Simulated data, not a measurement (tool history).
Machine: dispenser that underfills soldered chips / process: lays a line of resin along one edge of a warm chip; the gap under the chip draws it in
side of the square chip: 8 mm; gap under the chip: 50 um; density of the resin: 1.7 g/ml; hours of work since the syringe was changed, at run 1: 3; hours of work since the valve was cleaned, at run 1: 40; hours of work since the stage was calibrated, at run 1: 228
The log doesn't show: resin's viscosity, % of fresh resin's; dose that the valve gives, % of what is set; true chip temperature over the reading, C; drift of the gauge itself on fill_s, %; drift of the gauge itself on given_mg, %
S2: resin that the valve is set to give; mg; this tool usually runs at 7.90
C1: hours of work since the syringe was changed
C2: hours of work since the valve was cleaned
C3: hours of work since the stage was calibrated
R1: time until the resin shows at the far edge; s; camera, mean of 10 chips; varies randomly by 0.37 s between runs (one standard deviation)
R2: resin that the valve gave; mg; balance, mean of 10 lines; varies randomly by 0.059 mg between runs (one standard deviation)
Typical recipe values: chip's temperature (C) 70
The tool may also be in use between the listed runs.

run 1 hour=0.0 | chip's_temperature_(C)=70 S2=7.90 | C1=3 C2=40 C3=228 | R1=26.5 R2=7.63
run 2 hour=5.9 | chip's_temperature_(C)=70 S2=7.90 | C1=7 C2=44 C3=233 | R1=33.5 R2=7.64
-- hour=11.7 new syringe of resin
run 3 hour=14.3 | chip's_temperature_(C)=62 S2=7.90 | C1=2 C2=50 C3=239 | R1=37.0 R2=7.62
run 4 hour=20.9 | chip's_temperature_(C)=62 S2=7.90 | C1=7 C2=55 C3=243 | R1=48.3 R2=7.59
-- hour=26.5 new syringe of resin
run 5 hour=29.2 | chip's_temperature_(C)=62 S2=7.90 | C1=2 C2=61 C3=249 | R1=36.4 R2=7.51
run 6 hour=40.7 | chip's_temperature_(C)=59 S2=7.90 | C1=10 C2=69 C3=258 | R1=70.9 R2=7.50
-- hour=41.8 new syringe of resin
run 7 hour=52.3 | chip's_temperature_(C)=59 S2=7.90 | C1=8 C2=77 C3=266 | R1=60.5 R2=7.43
-- hour=57.6 new syringe of resin
run 8 hour=61.8 | chip's_temperature_(C)=70 S2=10.14 | C1=3 C2=84 C3=273 | R1=25.7 R2=9.54
run 9 hour=70.7 | chip's_temperature_(C)=70 S2=10.14 | C1=10 C2=91 C3=279 | R1=38.0 R2=9.46
-- hour=73.1 new syringe of resin
run 10 hour=82.2 | chip's_temperature_(C)=70 S2=8.68 | C1=7 C2=99 C3=287 | R1=32.7 R2=8.09
-- hour=88.1 new syringe of resin
run 11 hour=90.9 | chip's_temperature_(C)=70 S2=8.68 | C1=2 C2=105 C3=293 | R1=24.8 R2=7.89
-- hour=98.5 dispensing valve cleaned and set on the balance
run 12 hour=102.7 | chip's_temperature_(C)=70 S2=8.68 | C1=10 C2=3 C3=301 | R1=38.4 R2=8.71
-- hour=104.1 new syringe of resin
run 13 hour=109.8 | chip's_temperature_(C)=70 S2=7.87 | C1=4 C2=8 C3=306 | R1=28.2 R2=7.91
-- hour=119.6 new syringe of resin
run 14 hour=120.7 | chip's_temperature_(C)=70 S2=7.87 | C1=1 C2=16 C3=314 | R1=23.1 R2=7.78
run 15 hour=132.2 | chip's_temperature_(C)=85 S2=7.90 | C1=9 C2=24 C3=322 | R1=19.5 R2=7.69
-- hour=134.3 new syringe of resin
run 16 hour=137.5 | chip's_temperature_(C)=59 S2=7.90 | C1=2 C2=28 C3=326 | R1=42.5 R2=7.68
run 17 hour=147.7 | chip's_temperature_(C)=59 S2=7.90 | C1=10 C2=35 C3=334 | R1=67.8 R2=7.60
-- hour=149.7 new syringe of resin
run 18 hour=159.4 | chip's_temperature_(C)=70 S2=7.90 | C1=7 C2=44 C3=342 | R1=33.9 R2=7.59
-- hour=165.0 new syringe of resin
run 19 hour=168.5 | chip's_temperature_(C)=73 S2=9.09 | C1=3 C2=50 C3=348 | R1=22.7 R2=8.66
run 20 hour=176.9 | chip's_temperature_(C)=65 S2=9.09 | C1=9 C2=56 C3=355 | R1=47.1 R2=8.67
-- hour=180.2 new syringe of resin
run 21 hour=182.7 | chip's_temperature_(C)=68 S2=9.91 | C1=2 C2=60 C3=359 | R1=26.5 R2=9.47
run 22 hour=188.8 | chip's_temperature_(C)=68 S2=9.91 | C1=6 C2=65 C3=363 | R1=35.7 R2=9.31
-- hour=195.5 new syringe of resin
run 23 hour=200.9 | chip's_temperature_(C)=70 S2=10.01 | C1=4 C2=73 C3=372 | R1=27.7 R2=9.36
-- hour=210.3 new syringe of resin
run 24 hour=210.3 | chip's_temperature_(C)=70 S2=10.01 | C1=0 C2=80 C3=378 | R1=21.1 R2=9.39
run 25 hour=221.0 | chip's_temperature_(C)=70 S2=10.01 | C1=8 C2=88 C3=386 | R1=34.5 R2=9.41
-- hour=225.4 new syringe of resin
run 26 hour=232.2 | chip's_temperature_(C)=56 S2=7.90 | C1=5 C2=96 C3=394 | R1=60.0 R2=7.33
-- hour=240.2 new syringe of resin
run 27 hour=242.1 | chip's_temperature_(C)=63 S2=7.10 | C1=1 C2=103 C3=401 | R1=35.9 R2=6.56
run 28 hour=247.3 | chip's_temperature_(C)=63 S2=7.10 | C1=5 C2=107 C3=405 | R1=45.1 R2=6.49
-- hour=252.2 dispensing valve cleaned and set on the balance
run 29 hour=254.9 | chip's_temperature_(C)=66 S2=10.00 | C1=10 C2=2 C3=410 | R1=48.0 R2=10.13
-- hour=256.2 new syringe of resin
run 30 hour=262.6 | chip's_temperature_(C)=70 S2=8.37 | C1=5 C2=7 C3=415 | R1=28.9 R2=8.34
-- hour=271.2 new syringe of resin
run 31 hour=271.2 | chip's_temperature_(C)=62 S2=7.12 | C1=0 C2=14 C3=421 | R1=33.0 R2=7.03
run 32 hour=278.5 | chip's_temperature_(C)=76 S2=7.74 | C1=5 C2=19 C3=426 | R1=23.1 R2=7.58
run 33 hour=285.3 | chip's_temperature_(C)=76 S2=7.74 | C1=10 C2=24 C3=431 | R1=30.9 R2=7.62
-- hour=286.1 new syringe of resin
run 34 hour=291.1 | chip's_temperature_(C)=62 S2=9.12 | C1=4 C2=28 C3=436 | R1=40.0 R2=8.92
-- hour=301.2 new syringe of resin
run 35 hour=302.2 | chip's_temperature_(C)=62 S2=9.12 | C1=1 C2=36 C3=443 | R1=33.6 R2=8.77

Predict each of these 3 candidate next runs independently; none follows another, all start after run 35:
run A hour=311.0 | chip's_temperature_(C)=70 S2=10.19 | C1=7 C2=42 C3=450 | R1=? R2=?
run B hour=311.0 | chip's_temperature_(C)=62 S2=9.68 | C1=7 C2=42 C3=450 | R1=? R2=?
run C hour=311.0 | chip's_temperature_(C)=63 S2=7.44 | C1=7 C2=42 C3=450 | R1=? R2=?

run=A R1=33.6 R2=9.89
run=B R1=48.1 R2=9.32
run=C R1=49.6 R2=7.24
What these runs would have given with no unlogged condition in the tool:
run=A R1=20.6 R2=10.22
run=B R1=29.2 R2=9.64
run=C R1=29.9 R2=7.48
